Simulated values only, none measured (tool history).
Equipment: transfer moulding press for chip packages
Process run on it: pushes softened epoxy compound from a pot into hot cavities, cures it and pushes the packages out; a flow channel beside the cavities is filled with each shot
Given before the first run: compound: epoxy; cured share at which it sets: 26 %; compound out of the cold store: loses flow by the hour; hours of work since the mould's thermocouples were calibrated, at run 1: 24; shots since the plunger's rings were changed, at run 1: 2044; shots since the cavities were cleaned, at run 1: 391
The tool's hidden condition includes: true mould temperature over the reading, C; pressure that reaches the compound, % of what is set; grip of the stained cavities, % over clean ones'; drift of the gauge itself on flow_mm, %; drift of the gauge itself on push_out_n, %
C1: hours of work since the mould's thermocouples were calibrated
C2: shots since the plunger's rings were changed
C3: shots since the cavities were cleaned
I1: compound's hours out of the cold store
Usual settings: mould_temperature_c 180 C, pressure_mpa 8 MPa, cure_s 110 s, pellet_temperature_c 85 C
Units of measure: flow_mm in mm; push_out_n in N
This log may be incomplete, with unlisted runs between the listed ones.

{"run": 1, "day": 0.0, "mould_temperature_c": 180, "pressure_mpa": 8, "cure_s": 110, "pellet_temperature_c": 85, "C1": 24, "C2": 2044, "C3": 391, "I1": 42.5, "flow_mm": 604.6, "push_out_n": 549}
{"run": 2, "day": 0.475, "mould_temperature_c": 180, "pressure_mpa": 8, "cure_s": 110, "pellet_temperature_c": 85, "C1": 28, "C2": 2122, "C3": 469, "I1": 45.3, "flow_mm": 594.1, "push_out_n": 513}
{"run": 3, "day": 0.754, "mould_temperature_c": 180, "pressure_mpa": 8.41, "cure_s": 110, "pellet_temperature_c": 85, "C1": 31, "C2": 2169, "C3": 516, "I1": 22.3, "flow_mm": 708.8, "push_out_n": 554}
{"run": 4, "day": 1.038, "mould_temperature_c": 180, "pressure_mpa": 8.41, "cure_s": 110, "pellet_temperature_c": 85, "C1": 34, "C2": 2216, "C3": 563, "I1": 34.1, "flow_mm": 654.6, "push_out_n": 543}
{"run": 5, "day": 1.483, "mould_temperature_c": 180, "pressure_mpa": 8.41, "cure_s": 110, "pellet_temperature_c": 85, "C1": 38, "C2": 2288, "C3": 635, "I1": 22.9, "flow_mm": 703.8, "push_out_n": 524}
{"run": 6, "day": 1.729, "mould_temperature_c": 174, "pressure_mpa": 8, "cure_s": 110, "pellet_temperature_c": 85, "C1": 41, "C2": 2330, "C3": 677, "I1": 40.6, "flow_mm": 628.9, "push_out_n": 787}
{"run": 7, "day": 2.117, "mould_temperature_c": 174, "pressure_mpa": 8, "cure_s": 110, "pellet_temperature_c": 85, "C1": 45, "C2": 2393, "C3": 740, "I1": 30.5, "flow_mm": 670.8, "push_out_n": 806}
{"run": 8, "day": 2.338, "mould_temperature_c": 174, "pressure_mpa": 8, "cure_s": 110, "pellet_temperature_c": 85, "C1": 47, "C2": 2429, "C3": 776, "I1": 27.4, "flow_mm": 685.2, "push_out_n": 833}
{"run": 9, "day": 2.812, "mould_temperature_c": 174, "pressure_mpa": 8, "cure_s": 110, "pellet_temperature_c": 85, "C1": 52, "C2": 2507, "C3": 854, "I1": 40.7, "flow_mm": 628.3, "push_out_n": 799}
{"run": 10, "day": 3.275, "mould_temperature_c": 180, "pressure_mpa": 8, "cure_s": 110, "pellet_temperature_c": 85, "C1": 56, "C2": 2584, "C3": 931, "I1": 46.7, "flow_mm": 587.4, "push_out_n": 514}
{"run": 11, "day": 3.612, "mould_temperature_c": 180, "pressure_mpa": 8, "cure_s": 110, "pellet_temperature_c": 85, "C1": 60, "C2": 2640, "C3": 987, "I1": 29.8, "flow_mm": 656.5, "push_out_n": 529}
{"day": 3.929, "done": "cavities cleaned with cleaning compound and waxed"}
{"run": 12, "day": 4.029, "mould_temperature_c": 180, "pressure_mpa": 8, "cure_s": 110, "pellet_temperature_c": 85, "C1": 63, "C2": 2698, "C3": 17, "I1": 22.4, "flow_mm": 689.5, "push_out_n": 565}
{"run": 13, "day": 4.258, "mould_temperature_c": 180, "pressure_mpa": 8, "cure_s": 110, "pellet_temperature_c": 85, "C1": 65, "C2": 2736, "C3": 55, "I1": 22.5, "flow_mm": 689.9, "push_out_n": 565}
{"run": 14, "day": 4.608, "mould_temperature_c": 180, "pressure_mpa": 8, "cure_s": 110, "pellet_temperature_c": 85, "C1": 69, "C2": 2793, "C3": 112, "I1": 15.5, "flow_mm": 721.3, "push_out_n": 563}
{"day": 5.062, "done": "plunger's sealing rings changed"}
{"run": 15, "day": 5.167, "mould_temperature_c": 180, "pressure_mpa": 8, "cure_s": 110, "pellet_temperature_c": 85, "C1": 73, "C2": 17, "C3": 187, "I1": 33, "flow_mm": 642.3, "push_out_n": 533}
{"run": 16, "day": 5.546, "mould_temperature_c": 180, "pressure_mpa": 8, "cure_s": 110, "pellet_temperature_c": 85, "C1": 77, "C2": 80, "C3": 250, "I1": 14, "flow_mm": 730.7, "push_out_n": 563}
{"run": 17, "day": 6.0, "mould_temperature_c": 175, "pressure_mpa": 9.94, "cure_s": 110, "pellet_temperature_c": 85, "C1": 82, "C2": 154, "C3": 324, "I1": 28.5, "flow_mm": 755.3, "push_out_n": 781}
{"run": 18, "day": 6.212, "mould_temperature_c": 182, "pressure_mpa": 9.94, "cure_s": 110, "pellet_temperature_c": 83, "C1": 84, "C2": 189, "C3": 359, "I1": 16.1, "flow_mm": 796.1, "push_out_n": 513}
{"run": 19, "day": 6.438, "mould_temperature_c": 180, "pressure_mpa": 9.95, "cure_s": 110, "pellet_temperature_c": 91, "C1": 86, "C2": 227, "C3": 397, "I1": 8.8, "flow_mm": 842.8, "push_out_n": 565}
{"run": 20, "day": 6.838, "mould_temperature_c": 180, "pressure_mpa": 9.95, "cure_s": 110, "pellet_temperature_c": 91, "C1": 90, "C2": 292, "C3": 462, "I1": 45.5, "flow_mm": 660.5, "push_out_n": 553}
{"run": 21, "day": 7.129, "mould_temperature_c": 180, "pressure_mpa": 7.93, "cure_s": 110, "pellet_temperature_c": 80, "C1": 93, "C2": 341, "C3": 511, "I1": 16.9, "flow_mm": 714, "push_out_n": 565}
{"run": 22, "day": 7.496, "mould_temperature_c": 172, "pressure_mpa": 9.87, "cure_s": 101, "pellet_temperature_c": 82, "C1": 96, "C2": 401, "C3": 571, "I1": 46.9, "flow_mm": 676.2, "push_out_n": 1075}
{"run": 23, "day": 7.954, "mould_temperature_c": 172, "pressure_mpa": 9.21, "cure_s": 101, "pellet_temperature_c": 86, "C1": 101, "C2": 476, "C3": 646, "I1": 20.7, "flow_mm": 775.5, "push_out_n": 1209}
{"run": 24, "day": 8.179, "mould_temperature_c": 186, "pressure_mpa": 9.21, "cure_s": 146, "pellet_temperature_c": 86, "C1": 103, "C2": 514, "C3": 684, "I1": 11.1, "flow_mm": 779.2, "push_out_n": 423}
{"run": 25, "day": 8.517, "mould_temperature_c": 186, "pressure_mpa": 9.21, "cure_s": 146, "pellet_temperature_c": 86, "C1": 107, "C2": 569, "C3": 739, "I1": 8.2, "flow_mm": 793.7, "push_out_n": 420}
{"run": 26, "day": 8.821, "mould_temperature_c": 186, "pressure_mpa": 9.21, "cure_s": 146, "pellet_temperature_c": 86, "C1": 110, "C2": 619, "C3": 789, "I1": 26.1, "flow_mm": 706.4, "push_out_n": 436}
{"run": 27, "day": 9.196, "mould_temperature_c": 186, "pressure_mpa": 9.21, "cure_s": 146, "pellet_temperature_c": 86, "C1": 113, "C2": 681, "C3": 851, "I1": 16.1, "flow_mm": 752.9, "push_out_n": 422}
{"run": 28, "day": 9.467, "mould_temperature_c": 186, "pressure_mpa": 9.21, "cure_s": 146, "pellet_temperature_c": 86, "C1": 116, "C2": 726, "C3": 896, "I1": 38.6, "flow_mm": 651.3, "push_out_n": 415}

Forecast each of these 5 alternatives for the next run:
{"run": "A", "day": 9.825, "mould_temperature_c": 180, "pressure_mpa": 9.21, "cure_s": 146, "pellet_temperature_c": 86, "C1": 120, "C2": 785, "C3": 955, "I1": 23.8, "flow_mm": "?", "push_out_n": "?"}
{"run": "B", "day": 9.825, "mould_temperature_c": 180, "pressure_mpa": 7.35, "cure_s": 104, "pellet_temperature_c": 79, "C1": 120, "C2": 785, "C3": 955, "I1": 23.2, "flow_mm": "?", "push_out_n": "?"}
{"run": "C", "day": 9.825, "mould_temperature_c": 175, "pressure_mpa": 9.21, "cure_s": 148, "pellet_temperature_c": 86, "C1": 120, "C2": 785, "C3": 955, "I1": 26.1, "flow_mm": "?", "push_out_n": "?"}
{"run": "D", "day": 9.825, "mould_temperature_c": 187, "pressure_mpa": 8, "cure_s": 149, "pellet_temperature_c": 85, "C1": 120, "C2": 785, "C3": 955, "I1": 18.5, "flow_mm": "?", "push_out_n": "?"}
{"run": "E", "day": 9.825, "mould_temperature_c": 178, "pressure_mpa": 8, "cure_s": 110, "pellet_temperature_c": 82, "C1": 120, "C2": 785, "C3": 955, "I1": 12.1, "flow_mm": "?", "push_out_n": "?"}

run=A flow_mm=732.8 push_out_n=421
run=B flow_mm=659 push_out_n=631
run=C flow_mm=737.3 push_out_n=464
run=D flow_mm=689.2 push_out_n=416
run=E flow_mm=745.5 push_out_n=655
With the hidden condition removed and each run's random variation left untouched, the same runs would have given:
run=A flow_mm=732.9 push_out_n=416
run=B flow_mm=659 push_out_n=624
run=C flow_mm=737.4 push_out_n=459
run=D flow_mm=689.3 push_out_n=411
run=E flow_mm=745.6 push_out_n=647
